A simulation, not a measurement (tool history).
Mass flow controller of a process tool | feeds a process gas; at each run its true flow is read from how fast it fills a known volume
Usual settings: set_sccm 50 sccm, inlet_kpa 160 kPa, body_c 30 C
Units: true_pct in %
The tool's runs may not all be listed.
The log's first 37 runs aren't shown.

run	hour	set_sccm	inlet_kpa	body_c	true_pct
38	3440.4	50	255	29	100.94
39	3516.2	10	214	37	100.32
40	3639.4	17	170	20	98.97
41	3716.1	17	174	21	99.11
42	3834.7	19	183	33	100.39
43	3949.2	42	278	30	101.03
44	4056.6	42	278	30	100.95
45	4186	42	278	30	100.92
46	4292	50	195	30	101.06

3 ways to go on from here, each from the tool as it stands after run 46. What would each give?
A	4393.7	23	150	30	?
B	4393.7	17	195	36	?
C	4393.7	10	160	35	?

run	true_pct
A	100.12
B	100.54
C	99.58
Without the tool's hidden state the same runs would have given:
run	true_pct
A	99.17
B	99.8
C	99.41
